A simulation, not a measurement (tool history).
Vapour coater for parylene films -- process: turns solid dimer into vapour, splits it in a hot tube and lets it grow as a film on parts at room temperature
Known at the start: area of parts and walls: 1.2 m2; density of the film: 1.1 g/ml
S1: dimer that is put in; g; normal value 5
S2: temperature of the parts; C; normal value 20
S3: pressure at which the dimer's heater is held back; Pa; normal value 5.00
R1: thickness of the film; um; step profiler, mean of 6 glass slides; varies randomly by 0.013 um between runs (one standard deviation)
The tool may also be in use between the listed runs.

{"run": 1, "hour": 0.0, "S1": 5, "S2": 20, "S3": 5.0, "R1": 1.64}
{"run": 2, "hour": 12.8, "S1": 5, "S2": 20, "S3": 5.0, "R1": 1.63}
{"run": 3, "hour": 23.7, "S1": 5, "S2": 20, "S3": 5.0, "R1": 1.63}
{"run": 4, "hour": 32.8, "S1": 5, "S2": 20, "S3": 5.0, "R1": 1.63}
{"run": 5, "hour": 47.0, "S1": 5, "S2": 20, "S3": 5.0, "R1": 1.62}
{"run": 6, "hour": 58.2, "S1": 5, "S2": 20, "S3": 5.0, "R1": 1.63}
{"run": 7, "hour": 72.7, "S1": 5, "S2": 20, "S3": 5.0, "R1": 1.62}
{"run": 8, "hour": 81.5, "S1": 5, "S2": 20, "S3": 5.0, "R1": 1.6}
{"run": 9, "hour": 95.5, "S1": 5, "S2": 20, "S3": 5.0, "R1": 1.6}
{"run": 10, "hour": 106.9, "S1": 5, "S2": 20, "S3": 5.0, "R1": 1.58}
{"run": 11, "hour": 115.4, "S1": 5, "S2": 20, "S3": 5.0, "R1": 1.6}
{"run": 12, "hour": 124.4, "S1": 5, "S2": 20, "S3": 5.0, "R1": 1.57}
{"run": 13, "hour": 133.3, "S1": 5, "S2": 20, "S3": 5.0, "R1": 1.57}
{"hour": 138.2, "done": "trap's valve overhauled"}
{"run": 14, "hour": 151.3, "S1": 5, "S2": 20, "S3": 5.0, "R1": 1.54}
{"run": 15, "hour": 165.6, "S1": 5, "S2": 20, "S3": 5.0, "R1": 1.51}
{"run": 16, "hour": 180.2, "S1": 5, "S2": 20, "S3": 5.0, "R1": 1.52}
{"run": 17, "hour": 190.4, "S1": 5, "S2": 20, "S3": 5.0, "R1": 1.51}
{"run": 18, "hour": 199.7, "S1": 5, "S2": 20, "S3": 5.0, "R1": 1.49}
{"run": 19, "hour": 213.6, "S1": 5, "S2": 20, "S3": 5.0, "R1": 1.48}
{"run": 20, "hour": 219.8, "S1": 5, "S2": 20, "S3": 5.0, "R1": 1.48}
{"hour": 229.6, "done": "trap's valve overhauled, once more"}
{"run": 21, "hour": 234.1, "S1": 5, "S2": 20, "S3": 5.0, "R1": 1.71}
{"run": 22, "hour": 243.7, "S1": 5, "S2": 20, "S3": 5.0, "R1": 1.71}
{"run": 23, "hour": 252.9, "S1": 5, "S2": 20, "S3": 5.0, "R1": 1.71}
{"run": 24, "hour": 268.2, "S1": 5, "S2": 20, "S3": 2.95, "R1": 1.85}
{"run": 25, "hour": 277.2, "S1": 5, "S2": 20, "S3": 2.95, "R1": 1.86}
{"run": 26, "hour": 284.0, "S1": 5, "S2": 20, "S3": 4.3, "R1": 1.74}
{"run": 27, "hour": 298.1, "S1": 5, "S2": 20, "S3": 4.3, "R1": 1.72}
{"run": 28, "hour": 307.1, "S1": 5, "S2": 20, "S3": 4.3, "R1": 1.72}
{"run": 29, "hour": 318.1, "S1": 3, "S2": 21, "S3": 7.65, "R1": 0.88}
{"run": 30, "hour": 326.5, "S1": 5, "S2": 20, "S3": 5.46, "R1": 1.63}
{"run": 31, "hour": 341.6, "S1": 4, "S2": 20, "S3": 5.0, "R1": 1.31}
{"run": 32, "hour": 356.8, "S1": 4, "S2": 20, "S3": 5.0, "R1": 1.3}
{"run": 33, "hour": 364.9, "S1": 4, "S2": 17, "S3": 2.03, "R1": 1.69}
{"run": 34, "hour": 376.9, "S1": 4, "S2": 17, "S3": 2.03, "R1": 1.7}
{"run": 35, "hour": 384.0, "S1": 4, "S2": 17, "S3": 2.03, "R1": 1.69}
{"run": 36, "hour": 395.0, "S1": 4, "S2": 23, "S3": 5.33, "R1": 1.18}
{"run": 37, "hour": 404.9, "S1": 4, "S2": 16, "S3": 3.74, "R1": 1.53}
{"run": 38, "hour": 413.2, "S1": 4, "S2": 16, "S3": 3.74, "R1": 1.53}
{"run": 39, "hour": 421.7, "S1": 4, "S2": 26, "S3": 10.01, "R1": 0.96}
{"run": 40, "hour": 433.6, "S1": 7, "S2": 13, "S3": 5.27, "R1": 2.78}
{"run": 41, "hour": 442.8, "S1": 7, "S2": 13, "S3": 5.27, "R1": 2.76}
{"run": 42, "hour": 453.0, "S1": 7, "S2": 13, "S3": 2.37, "R1": 3.22}
{"run": 43, "hour": 467.7, "S1": 7, "S2": 13, "S3": 2.37, "R1": 3.22}
{"run": 44, "hour": 480.8, "S1": 9, "S2": 13, "S3": 4.79, "R1": 3.57}
{"run": 45, "hour": 495.1, "S1": 9, "S2": 13, "S3": 4.79, "R1": 3.56}
{"run": 46, "hour": 502.0, "S1": 3, "S2": 20, "S3": 5.0, "R1": 0.93}
{"run": 47, "hour": 509.2, "S1": 3, "S2": 21, "S3": 4.99, "R1": 0.91}
{"run": 48, "hour": 524.3, "S1": 7, "S2": 24, "S3": 9.64, "R1": 1.72}

Each row is a separate what-if for the run after 48, all from the same tool condition, not one after another. Results?
{"run": "A", "hour": 536.7, "S1": 7, "S2": 24, "S3": 2.35, "R1": "?"}
{"run": "B", "hour": 536.7, "S1": 7, "S2": 20, "S3": 7.78, "R1": "?"}
{"run": "C", "hour": 536.7, "S1": 3, "S2": 23, "S3": 2.2, "R1": "?"}

run=A R1=2.19
run=B R1=1.99
run=C R1=0.99
Without the tool's hidden state the same runs would have given:
run=A R1=2.44
run=B R1=2.22
run=C R1=1.10

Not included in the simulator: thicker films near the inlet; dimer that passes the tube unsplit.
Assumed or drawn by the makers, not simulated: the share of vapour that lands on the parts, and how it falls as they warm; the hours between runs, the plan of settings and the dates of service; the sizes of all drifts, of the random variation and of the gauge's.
